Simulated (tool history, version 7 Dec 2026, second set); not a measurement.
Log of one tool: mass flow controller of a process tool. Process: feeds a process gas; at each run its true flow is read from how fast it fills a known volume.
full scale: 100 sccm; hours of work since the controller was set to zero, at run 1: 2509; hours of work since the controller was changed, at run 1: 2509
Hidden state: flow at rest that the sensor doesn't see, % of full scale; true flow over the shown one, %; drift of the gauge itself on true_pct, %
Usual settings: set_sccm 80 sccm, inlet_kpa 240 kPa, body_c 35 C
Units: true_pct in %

| run | hour | set_sccm | inlet_kpa | body_c | hours of work since the controller was set to zero | hours of work since the controller was changed | true_pct |
|---|---|---|---|---|---|---|---|
| 1 | 0 | 80 | 240 | 35 | 2509 | 2509 | 98.29 |
| 2 | 170.5 | 32 | 240 | 35 | 2574 | 2574 | 96.62 |
| 3 | 346.6 | 80 | 240 | 35 | 2641 | 2641 | 98.3 |
| 4 | 552.8 | 80 | 248 | 35 | 2719 | 2719 | 98.13 |
| 5 | 827.1 | 80 | 240 | 31 | 2823 | 2823 | 98.38 |
| 6 | 978.9 | 85 | 240 | 31 | 2881 | 2881 | 98.42 |
| 7 | 1194.1 | 85 | 240 | 31 | 2963 | 2963 | 98.4 |
| 8 | 1439.2 | 85 | 240 | 31 | 3056 | 3056 | 98.27 |
| 9 | 1647.9 | 80 | 240 | 29 | 3135 | 3135 | 98.17 |
| 10 | 1808.4 | 80 | 240 | 35 | 3196 | 3196 | 98.25 |
| 11 | 2024.5 | 80 | 240 | 35 | 3278 | 3278 | 97.91 |
| 12 | 2283 | 80 | 240 | 35 | 3377 | 3377 | 97.9 |
| 13 | 2457.7 | 80 | 240 | 24 | 3443 | 3443 | 98.16 |
| 14 | 2698.6 | 80 | 240 | 35 | 3535 | 3535 | 97.95 |
| 15 | 2870.8 | 80 | 240 | 35 | 3600 | 3600 | 97.82 |
| 16 | 3042.3 | 80 | 240 | 35 | 3665 | 3665 | 97.86 |
| 17 | 3382.1 | 80 | 240 | 35 | 3795 | 3795 | 97.88 |
| 18 | 3600 | 80 | 240 | 35 | 3877 | 3877 | 97.78 |

Forecast run 19:
| 19 | 3758.6 | 80 | 240 | 35 | 3938 | 3938 | ? |

true_pct: 97.73 %
Without the tool's hidden state the same run would have given true_pct 99.22 %.

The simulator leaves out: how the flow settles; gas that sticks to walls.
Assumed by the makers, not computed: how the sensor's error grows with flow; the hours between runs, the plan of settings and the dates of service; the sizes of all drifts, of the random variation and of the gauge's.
